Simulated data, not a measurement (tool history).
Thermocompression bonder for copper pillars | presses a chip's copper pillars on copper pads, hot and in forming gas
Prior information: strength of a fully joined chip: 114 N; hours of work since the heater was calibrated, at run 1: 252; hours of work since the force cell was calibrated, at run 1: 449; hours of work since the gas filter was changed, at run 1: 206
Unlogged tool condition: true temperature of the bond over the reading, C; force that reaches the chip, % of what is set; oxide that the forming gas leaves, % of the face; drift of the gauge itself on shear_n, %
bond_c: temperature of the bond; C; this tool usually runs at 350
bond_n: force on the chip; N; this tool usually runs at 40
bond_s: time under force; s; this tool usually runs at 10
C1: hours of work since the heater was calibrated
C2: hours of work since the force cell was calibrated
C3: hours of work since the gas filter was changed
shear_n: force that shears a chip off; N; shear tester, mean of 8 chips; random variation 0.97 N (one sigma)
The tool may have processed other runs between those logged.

run 1 hour=0 | bond_c=350 bond_n=40 bond_s=10 | C1=252 C2=449 C3=206 | shear_n=78.2
run 2 hour=12.8 | bond_c=350 bond_n=40 bond_s=10 | C1=258 C2=455 C3=211 | shear_n=76.6
run 3 hour=22.2 | bond_c=350 bond_n=40 bond_s=10 | C1=262 C2=459 C3=215 | shear_n=75.1
run 4 hour=36 | bond_c=350 bond_n=40 bond_s=11 | C1=268 C2=465 C3=222 | shear_n=77.5
run 5 hour=45 | bond_c=350 bond_n=40 bond_s=11 | C1=272 C2=469 C3=226 | shear_n=77.7
run 6 hour=58.3 | bond_c=340 bond_n=40 bond_s=10 | C1=278 C2=475 C3=232 | shear_n=70.7
run 7 hour=72.3 | bond_c=340 bond_n=40 bond_s=10 | C1=285 C2=481 C3=238 | shear_n=70.1
run 8 hour=86.2 | bond_c=340 bond_n=40 bond_s=10 | C1=291 C2=488 C3=244 | shear_n=70.9
run 9 hour=101.1 | bond_c=340 bond_n=40 bond_s=10 | C1=297 C2=494 C3=251 | shear_n=72
run 10 hour=113.8 | bond_c=327 bond_n=40 bond_s=10 | C1=303 C2=500 C3=257 | shear_n=66.1
run 11 hour=127 | bond_c=327 bond_n=40 bond_s=10 | C1=309 C2=506 C3=262 | shear_n=67.9
run 12 hour=147.2 | bond_c=350 bond_n=40 bond_s=10 | C1=318 C2=515 C3=272 | shear_n=75.1
run 13 hour=165.2 | bond_c=350 bond_n=40 bond_s=10 | C1=326 C2=523 C3=280 | shear_n=74.4
run 14 hour=176.5 | bond_c=350 bond_n=40 bond_s=10 | C1=331 C2=528 C3=285 | shear_n=74.4
run 15 hour=192.6 | bond_c=350 bond_n=40 bond_s=10 | C1=338 C2=535 C3=292 | shear_n=74.6
run 16 hour=209.1 | bond_c=350 bond_n=40 bond_s=10 | C1=346 C2=543 C3=299 | shear_n=73.8
run 17 hour=224.5 | bond_c=350 bond_n=40 bond_s=10 | C1=353 C2=550 C3=306 | shear_n=72.1
run 18 hour=239.6 | bond_c=350 bond_n=40 bond_s=10 | C1=359 C2=556 C3=313 | shear_n=73.3
run 19 hour=256.9 | bond_c=350 bond_n=40 bond_s=10 | C1=367 C2=564 C3=321 | shear_n=73.7
run 20 hour=270.5 | bond_c=372 bond_n=40 bond_s=10 | C1=373 C2=570 C3=327 | shear_n=81.8
run 21 hour=283.7 | bond_c=341 bond_n=50 bond_s=9 | C1=379 C2=576 C3=333 | shear_n=78.3
run 22 hour=303.4 | bond_c=341 bond_n=50 bond_s=9 | C1=388 C2=585 C3=342 | shear_n=77.2
run 23 hour=316.9 | bond_c=332 bond_n=57 bond_s=19 | C1=394 C2=591 C3=348 | shear_n=91.6
run 24 hour=333.9 | bond_c=332 bond_n=57 bond_s=19 | C1=402 C2=599 C3=355 | shear_n=91.2
run 25 hour=348 | bond_c=355 bond_n=37 bond_s=10 | C1=408 C2=605 C3=362 | shear_n=69.4
run 26 hour=366.9 | bond_c=321 bond_n=48 bond_s=9 | C1=417 C2=613 C3=370 | shear_n=69.3
run 27 hour=388.1 | bond_c=333 bond_n=44 bond_s=7 | C1=426 C2=623 C3=380 | shear_n=63.2
run 28 hour=397.2 | bond_c=350 bond_n=40 bond_s=23 | C1=430 C2=627 C3=384 | shear_n=87.2
-- hour=401.3 heater calibrated with a thermocouple chip
run 29 hour=412.8 | bond_c=335 bond_n=40 bond_s=10 | C1=5 C2=633 C3=390 | shear_n=66
run 30 hour=424.8 | bond_c=373 bond_n=32 bond_s=10 | C1=11 C2=638 C3=395 | shear_n=68.3
run 31 hour=435.9 | bond_c=373 bond_n=32 bond_s=10 | C1=16 C2=643 C3=400 | shear_n=68
run 32 hour=445.6 | bond_c=350 bond_n=35 bond_s=10 | C1=20 C2=648 C3=404 | shear_n=66.2
run 33 hour=454.7 | bond_c=362 bond_n=40 bond_s=11 | C1=24 C2=652 C3=408 | shear_n=77.8
-- hour=459.9 forming gas filter changed
run 34 hour=464.4 | bond_c=370 bond_n=40 bond_s=6 | C1=28 C2=656 C3=2 | shear_n=77.4
-- hour=475.6 heater calibrated with a thermocouple chip, once more
run 35 hour=483.8 | bond_c=370 bond_n=40 bond_s=6 | C1=4 C2=664 C3=10 | shear_n=76.9
run 36 hour=499 | bond_c=370 bond_n=40 bond_s=6 | C1=10 C2=671 C3=17 | shear_n=77.5
run 37 hour=520.3 | bond_c=370 bond_n=40 bond_s=6 | C1=20 C2=680 C3=26 | shear_n=75
run 38 hour=535.9 | bond_c=361 bond_n=28 bond_s=6 | C1=27 C2=687 C3=33 | shear_n=54.1
run 39 hour=552.3 | bond_c=370 bond_n=40 bond_s=7 | C1=34 C2=694 C3=41 | shear_n=77.3

Hidden condition of the tool, last listed run before each entry between runs versus first listed run after:
In the gap between runs 28 and 29: heater calibrated with a thermocouple chip (hour 401.3)
  true temperature of the bond over the reading, C: 1.5 -> 2; force that reaches the chip, % of what is set: 93.5 -> 93.4; oxide that the forming gas leaves, % of the face: 11.14 -> 11.31
  measured minus no-state result, shear_n: -12.8 -> -10.7 N
In the gap between runs 33 and 34: forming gas filter changed (hour 459.9)
  oxide that the forming gas leaves, % of the face: 11.83 -> 0.55
  measured minus no-state result, shear_n: -12.6 -> -2.9 N
In the gap between runs 34 and 35: heater calibrated with a thermocouple chip, once more (hour 475.6)
  true temperature of the bond over the reading, C: 2.1 -> 0.4; force that reaches the chip, % of what is set: 93.2 -> 93.1; oxide that the forming gas leaves, % of the face: 0.55 -> 0.77
  measured minus no-state result, shear_n: -2.9 -> -3.7 N
